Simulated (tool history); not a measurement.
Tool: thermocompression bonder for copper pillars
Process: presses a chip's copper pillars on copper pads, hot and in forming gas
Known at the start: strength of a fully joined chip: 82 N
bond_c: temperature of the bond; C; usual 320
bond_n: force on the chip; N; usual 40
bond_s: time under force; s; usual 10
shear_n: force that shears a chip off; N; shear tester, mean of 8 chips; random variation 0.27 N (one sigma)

{"run": 1, "hour": 0.0, "bond_c": 320, "bond_n": 40, "bond_s": 10, "shear_n": 46.5}
{"run": 2, "hour": 57.5, "bond_c": 320, "bond_n": 40, "bond_s": 10, "shear_n": 46.7}
{"run": 3, "hour": 117.9, "bond_c": 320, "bond_n": 29, "bond_s": 10, "shear_n": 39.5}
{"run": 4, "hour": 160.2, "bond_c": 320, "bond_n": 29, "bond_s": 10, "shear_n": 39.7}
{"run": 5, "hour": 185.7, "bond_c": 332, "bond_n": 29, "bond_s": 10, "shear_n": 43.7}
{"run": 6, "hour": 236.0, "bond_c": 320, "bond_n": 40, "bond_s": 10, "shear_n": 47.0}
{"run": 7, "hour": 284.2, "bond_c": 320, "bond_n": 40, "bond_s": 10, "shear_n": 47.0}
{"run": 8, "hour": 318.9, "bond_c": 320, "bond_n": 40, "bond_s": 10, "shear_n": 47.3}
{"run": 9, "hour": 373.3, "bond_c": 321, "bond_n": 40, "bond_s": 10, "shear_n": 47.6}
{"run": 10, "hour": 434.1, "bond_c": 320, "bond_n": 40, "bond_s": 5, "shear_n": 36.3}
{"run": 11, "hour": 478.9, "bond_c": 320, "bond_n": 40, "bond_s": 5, "shear_n": 36.9}
{"run": 12, "hour": 540.9, "bond_c": 320, "bond_n": 40, "bond_s": 5, "shear_n": 37.1}
{"run": 13, "hour": 577.4, "bond_c": 320, "bond_n": 40, "bond_s": 5, "shear_n": 37.0}
{"run": 14, "hour": 634.8, "bond_c": 320, "bond_n": 40, "bond_s": 10, "shear_n": 47.3}
{"run": 15, "hour": 675.4, "bond_c": 320, "bond_n": 26, "bond_s": 10, "shear_n": 37.9}
{"run": 16, "hour": 721.5, "bond_c": 320, "bond_n": 40, "bond_s": 10, "shear_n": 47.4}
{"run": 17, "hour": 771.8, "bond_c": 320, "bond_n": 40, "bond_s": 10, "shear_n": 47.0}
{"run": 18, "hour": 800.4, "bond_c": 293, "bond_n": 40, "bond_s": 10, "shear_n": 38.6}
{"run": 19, "hour": 827.1, "bond_c": 293, "bond_n": 40, "bond_s": 10, "shear_n": 38.9}
{"run": 20, "hour": 864.3, "bond_c": 293, "bond_n": 40, "bond_s": 10, "shear_n": 39.1}
{"run": 21, "hour": 898.7, "bond_c": 299, "bond_n": 47, "bond_s": 11, "shear_n": 45.2}
{"run": 22, "hour": 960.1, "bond_c": 299, "bond_n": 47, "bond_s": 11, "shear_n": 46.3}
{"run": 23, "hour": 984.9, "bond_c": 299, "bond_n": 28, "bond_s": 17, "shear_n": 40.3}
{"run": 24, "hour": 1034.5, "bond_c": 299, "bond_n": 28, "bond_s": 13, "shear_n": 36.7}
{"run": 25, "hour": 1095.0, "bond_c": 299, "bond_n": 28, "bond_s": 13, "shear_n": 36.1}
{"run": 26, "hour": 1131.5, "bond_c": 299, "bond_n": 55, "bond_s": 11, "shear_n": 47.9}
{"run": 27, "hour": 1174.8, "bond_c": 299, "bond_n": 55, "bond_s": 11, "shear_n": 47.8}
{"run": 28, "hour": 1231.8, "bond_c": 303, "bond_n": 40, "bond_s": 21, "shear_n": 52.0}
{"run": 29, "hour": 1290.3, "bond_c": 303, "bond_n": 40, "bond_s": 21, "shear_n": 51.3}
{"run": 30, "hour": 1342.2, "bond_c": 346, "bond_n": 32, "bond_s": 10, "shear_n": 49.7}
{"run": 31, "hour": 1381.0, "bond_c": 297, "bond_n": 32, "bond_s": 10, "shear_n": 34.7}
{"run": 32, "hour": 1409.2, "bond_c": 297, "bond_n": 32, "bond_s": 10, "shear_n": 34.8}
{"run": 33, "hour": 1443.5, "bond_c": 325, "bond_n": 40, "bond_s": 29, "shear_n": 64.2}
{"run": 34, "hour": 1471.5, "bond_c": 317, "bond_n": 60, "bond_s": 14, "shear_n": 59.8}
{"run": 35, "hour": 1505.3, "bond_c": 320, "bond_n": 38, "bond_s": 7, "shear_n": 40.7}
{"run": 36, "hour": 1566.2, "bond_c": 320, "bond_n": 38, "bond_s": 7, "shear_n": 40.0}
{"run": 37, "hour": 1603.4, "bond_c": 334, "bond_n": 49, "bond_s": 23, "shear_n": 67.9}
{"run": 38, "hour": 1634.0, "bond_c": 320, "bond_n": 40, "bond_s": 14, "shear_n": 52.3}

Taken out of this log: 9 entries between the listed runs. Where each belongs, and how the hidden state differs across it:
Between runs 6 and 7: forming gas filter changed (hour 261.9)
  oxide that the forming gas leaves, % of the face: 0.68 -> 0.52; drift of the gauge itself on shear_n, %: 0.63 -> 0.76
  measured less the result without the state, shear_n: +0.3 -> +0.4 N
Between runs 11 and 12: forming gas filter changed (hour 525.6)
  oxide that the forming gas leaves, % of the face: 0.66 -> 0.52; drift of the gauge itself on shear_n, %: 1.28 -> 1.45
  measured less the result without the state, shear_n: +0.5 -> +0.6 N
Between runs 17 and 18: forming gas filter changed (hour 790.8)
  oxide that the forming gas leaves, % of the face: 0.68 -> 0.51; drift of the gauge itself on shear_n, %: 2.07 -> 2.14
  measured less the result without the state, shear_n: +1.0 -> +0.9 N
Between runs 18 and 19: heater calibrated with a thermocouple chip (hour 819.4)
  true temperature of the bond over the reading, C: 0.2 -> 0; oxide that the forming gas leaves, % of the face: 0.51 -> 0.53; drift of the gauge itself on shear_n, %: 2.14 -> 2.21
  measured less the result without the state, shear_n: +0.9 -> +0.9 N
Between runs 20 and 21: force cell calibrated (hour 898.2)
  force that reaches the chip, % of what is set: 100.1 -> 100; oxide that the forming gas leaves, % of the face: 0.55 -> 0.57; drift of the gauge itself on shear_n, %: 2.31 -> 2.4
  measured less the result without the state, shear_n: +0.9 -> +1.0 N
Between runs 24 and 25: forming gas filter changed (hour 1061.3); gauge calibrated (hour 1083.8)
  oxide that the forming gas leaves, % of the face: 0.67 -> 0.53; drift of the gauge itself on shear_n, %: 2.76 -> 0.03
  measured less the result without the state, shear_n: +1.0 -> +0.0 N
Between runs 29 and 30: forming gas filter changed (hour 1325.2)
  oxide that the forming gas leaves, % of the face: 0.66 -> 0.51; drift of the gauge itself on shear_n, %: 0.55 -> 0.69
  measured less the result without the state, shear_n: +0.3 -> +0.4 N
Between runs 36 and 37: forming gas filter changed (hour 1587.7)
  oxide that the forming gas leaves, % of the face: 0.68 -> 0.51; drift of the gauge itself on shear_n, %: 1.29 -> 1.39
  measured less the result without the state, shear_n: +0.6 -> +1.0 N

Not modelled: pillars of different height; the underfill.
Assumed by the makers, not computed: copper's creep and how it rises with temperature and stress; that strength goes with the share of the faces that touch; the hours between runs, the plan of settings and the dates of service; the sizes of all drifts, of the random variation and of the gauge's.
